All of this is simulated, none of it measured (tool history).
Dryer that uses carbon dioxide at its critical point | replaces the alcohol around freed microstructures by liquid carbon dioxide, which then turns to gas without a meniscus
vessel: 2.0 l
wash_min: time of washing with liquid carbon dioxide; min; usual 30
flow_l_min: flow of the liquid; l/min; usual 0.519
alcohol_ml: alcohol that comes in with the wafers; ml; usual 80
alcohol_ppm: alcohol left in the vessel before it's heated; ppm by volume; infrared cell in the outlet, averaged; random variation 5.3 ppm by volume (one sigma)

| run | hour | wash_min | flow_l_min | alcohol_ml | alcohol_ppm |
|---|---|---|---|---|---|
| 1 | 0 | 30 | 0.519 | 80 | 145 |
| 2 | 28.5 | 30 | 0.519 | 74 | 143 |
| 3 | 46.1 | 35 | 0.519 | 80 | 67 |
| 4 | 68.3 | 30 | 0.519 | 27 | 61 |
| 5 | 90 | 30 | 0.648 | 27 | 25 |
| 6 | 105 | 30 | 0.648 | 27 | 19 |
| 7 | 129.4 | 30 | 0.648 | 27 | 25 |
| 8 | 150.4 | 30 | 0.519 | 42 | 91 |
| 9 | 175.9 | 40 | 0.519 | 80 | 49 |
| 10 | 201.5 | 24 | 0.519 | 80 | 482 |
| 11 | 222.3 | 23 | 0.519 | 80 | 548 |
| 12 | 237.1 | 23 | 0.519 | 80 | 572 |
| 13 | 253.1 | 23 | 0.519 | 80 | 578 |
| 14 | 282.6 | 23 | 0.519 | 80 | 588 |
| 15 | 314.1 | 23 | 0.519 | 80 | 592 |
| 16 | 338.7 | 23 | 0.519 | 80 | 580 |
| 17 | 369.9 | 23 | 0.519 | 80 | 585 |
| 18 | 392.2 | 23 | 0.507 | 80 | 623 |
| 19 | 411.1 | 23 | 0.485 | 80 | 804 |
| 20 | 439.1 | 23 | 0.485 | 80 | 799 |
| 21 | 465.9 | 23 | 0.485 | 80 | 808 |
| 22 | 491.3 | 23 | 0.485 | 80 | 808 |
| 23 | 520.7 | 30 | 0.519 | 80 | 205 |
| 24 | 546.1 | 30 | 0.519 | 80 | 205 |
| 25 | 570.9 | 30 | 0.776 | 110 | 56 |
| 26 | 594.7 | 46 | 0.463 | 34 | 62 |
| 27 | 610 | 46 | 0.463 | 34 | 53 |
| 28 | 640.6 | 30 | 0.567 | 50 | 109 |
| 29 | 656.6 | 30 | 0.567 | 50 | 112 |
|  | 667.8 | inlet filter changed |
| 30 | 689.3 | 30 | 0.76 | 73 | 56 |

Run 31 comes next. What will it give?
| 31 | 714.3 | 45 | 0.637 | 80 | ? |

Run 31 gave alcohol_ppm 51 ppm by volume.
Without the tool's hidden state the same run would have given alcohol_ppm 1 ppm by volume.
